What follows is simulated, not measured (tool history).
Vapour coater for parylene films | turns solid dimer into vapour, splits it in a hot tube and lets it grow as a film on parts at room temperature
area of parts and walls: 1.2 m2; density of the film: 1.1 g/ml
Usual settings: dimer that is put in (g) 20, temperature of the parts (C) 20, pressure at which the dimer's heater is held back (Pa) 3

run	hour	dimer that is put in (g)	temperature of the parts (C)	pressure at which the dimer's heater is held back (Pa)	thickness of the film (nm)
1	0	20	20	3	9150
2	8.3	20	20	3	9130
3	27.1	20	14	3	11030
4	40.4	20	14	3	11290
# hour 55.8: trap's valve overhauled
5	62.4	20	14	3	13210
6	76	20	14	3	13060
7	88.4	20	14	3.96	12400
8	97.6	20	14	3.96	12370
9	106.9	20	14	3.96	12460
10	115.9	20	14	3.96	12260
11	129.9	20	14	2.08	13470
12	143.1	20	14	2.08	13520
13	155.1	20	20	3	10080
14	164.3	20	20	3	10120
15	180.6	20	20	3	9990
16	195.4	20	20	3	9980
17	206.5	17	23	3	7420
18	215.9	20	20	6.81	8710
19	233.3	20	20	4.94	9230
20	245.5	18	20	4.44	8280
21	264.2	18	20	4.44	8190
22	282.2	20	20	4.59	8950
23	295.3	20	24	4.59	7780
24	308.8	24	19	3	11730
25	322.8	25	29	3	8480
26	339.6	34	17	5.2	16340
27	358.5	14	15	11.33	6370
28	376.6	14	31	11.33	3440
29	394.4	10	24	9.94	3270
30	403.9	22	20	8.25	8690
31	419.8	18	16	3	9370

Forecast each of these 5 alternatives for the next run:
A	436.2	21	28	2.9	?
B	436.2	9	24	9.25	?
C	436.2	18	16	3	?
D	436.2	20	31	3	?
E	436.2	10	20	9.34	?

run	thickness of the film (nm)
A	7030
B	2920
C	9540
D	6000
E	3740
Without the tool's hidden state the same runs would have given:
run	thickness of the film (nm)
A	8010
B	3330
C	10870
D	6840
E	4270
